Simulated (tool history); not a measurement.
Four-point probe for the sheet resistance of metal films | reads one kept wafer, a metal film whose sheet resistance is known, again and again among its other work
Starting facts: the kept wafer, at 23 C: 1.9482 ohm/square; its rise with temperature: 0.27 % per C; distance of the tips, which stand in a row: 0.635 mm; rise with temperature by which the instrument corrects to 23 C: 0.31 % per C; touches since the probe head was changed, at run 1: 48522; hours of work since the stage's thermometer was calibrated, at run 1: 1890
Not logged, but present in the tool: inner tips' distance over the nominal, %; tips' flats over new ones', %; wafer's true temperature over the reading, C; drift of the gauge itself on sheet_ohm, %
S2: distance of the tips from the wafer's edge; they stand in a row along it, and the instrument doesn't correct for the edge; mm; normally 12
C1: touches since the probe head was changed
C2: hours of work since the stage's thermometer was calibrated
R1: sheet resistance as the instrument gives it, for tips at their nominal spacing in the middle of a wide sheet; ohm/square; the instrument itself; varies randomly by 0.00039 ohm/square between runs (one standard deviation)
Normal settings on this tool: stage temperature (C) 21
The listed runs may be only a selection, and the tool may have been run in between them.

run 1 hour=0.0 | stage_temperature_(C)=21 S2=12 | C1=48522 C2=1890 | R1=1.952586
run 2 hour=51.5 | stage_temperature_(C)=21 S2=12 | C1=49927 C2=1922 | R1=1.953890
run 3 hour=159.6 | stage_temperature_(C)=21 S2=12 | C1=52879 C2=1991 | R1=1.952710
run 4 hour=234.3 | stage_temperature_(C)=26 S2=12 | C1=54917 C2=2038 | R1=1.948365
run 5 hour=321.6 | stage_temperature_(C)=26 S2=12 | C1=57300 C2=2094 | R1=1.948348
run 6 hour=431.2 | stage_temperature_(C)=21 S2=12 | C1=60292 C2=2163 | R1=1.952005
run 7 hour=531.4 | stage_temperature_(C)=21 S2=12 | C1=63027 C2=2227 | R1=1.952110
run 8 hour=646.7 | stage_temperature_(C)=26 S2=12 | C1=66175 C2=2300 | R1=1.948672
-- hour=687.2 new probe head fitted
run 9 hour=761.9 | stage_temperature_(C)=21 S2=12 | C1=2039 C2=2373 | R1=1.952447
-- hour=768.5 stage's thermometer calibrated
run 10 hour=874.7 | stage_temperature_(C)=21 S2=12 | C1=5106 C2=67 | R1=1.953722
run 11 hour=922.0 | stage_temperature_(C)=21 S2=12 | C1=6396 C2=97 | R1=1.953810
run 12 hour=993.4 | stage_temperature_(C)=26 S2=12 | C1=8346 C2=143 | R1=1.948469
run 13 hour=1054.8 | stage_temperature_(C)=19 S2=12 | C1=10022 C2=182 | R1=1.953832
run 14 hour=1102.9 | stage_temperature_(C)=21 S2=12 | C1=11335 C2=212 | R1=1.952795
run 15 hour=1178.5 | stage_temperature_(C)=21 S2=12 | C1=13397 C2=260 | R1=1.952843
run 16 hour=1270.1 | stage_temperature_(C)=21 S2=12 | C1=15897 C2=318 | R1=1.952436
run 17 hour=1373.2 | stage_temperature_(C)=27 S2=28 | C1=18712 C2=384 | R1=1.944425
run 18 hour=1482.6 | stage_temperature_(C)=27 S2=28 | C1=21699 C2=453 | R1=1.944438
run 19 hour=1543.0 | stage_temperature_(C)=27 S2=28 | C1=23348 C2=492 | R1=1.944667
run 20 hour=1607.3 | stage_temperature_(C)=27 S2=28 | C1=25101 C2=532 | R1=1.944549
run 21 hour=1695.7 | stage_temperature_(C)=29 S2=50 | C1=27515 C2=589 | R1=1.942910
run 22 hour=1763.7 | stage_temperature_(C)=24 S2=8 | C1=29371 C2=632 | R1=1.953288
run 23 hour=1846.8 | stage_temperature_(C)=30 S2=9 | C1=31639 C2=684 | R1=1.946011
run 24 hour=1939.9 | stage_temperature_(C)=30 S2=9 | C1=34181 C2=744 | R1=1.946313
run 25 hour=2035.2 | stage_temperature_(C)=30 S2=9 | C1=36783 C2=804 | R1=1.946212
run 26 hour=2107.7 | stage_temperature_(C)=21 S2=18 | C1=38761 C2=850 | R1=1.951063
run 27 hour=2172.8 | stage_temperature_(C)=25 S2=30 | C1=40537 C2=891 | R1=1.945776
run 28 hour=2234.2 | stage_temperature_(C)=33 S2=13 | C1=42214 C2=930 | R1=1.941557
run 29 hour=2320.9 | stage_temperature_(C)=33 S2=13 | C1=44580 C2=985 | R1=1.940554
run 30 hour=2379.4 | stage_temperature_(C)=28 S2=20 | C1=46179 C2=1023 | R1=1.944478
run 31 hour=2468.3 | stage_temperature_(C)=28 S2=20 | C1=48604 C2=1079 | R1=1.944056
run 32 hour=2560.8 | stage_temperature_(C)=28 S2=20 | C1=51129 C2=1138 | R1=1.943835

Table of differences, measured result less the result of that run with no hidden state. Run-to-run variation is the same in both. Gauge scatter possibly is not:
run=1 R1=-0.000373
run=2 R1=-0.000385
run=3 R1=-0.000406
run=4 R1=-0.000422
run=5 R1=-0.000440
run=6 R1=-0.000463
run=7 R1=-0.000485
run=8 R1=-0.000508
run=9 R1=-0.000205
run=10 R1=-0.000194
run=11 R1=-0.000204
run=12 R1=-0.000217
run=13 R1=-0.000231
run=14 R1=-0.000241
run=15 R1=-0.000256
run=16 R1=-0.000275
run=17 R1=-0.000296
run=18 R1=-0.000320
run=19 R1=-0.000331
run=20 R1=-0.000345
run=21 R1=-0.000363
run=22 R1=-0.000378
run=23 R1=-0.000393
run=24 R1=-0.000413
run=25 R1=-0.000432
run=26 R1=-0.000449
run=27 R1=-0.000459
run=28 R1=-0.000471
run=29 R1=-0.000489
run=30 R1=-0.000503
run=31 R1=-0.000522
run=32 R1=-0.000541
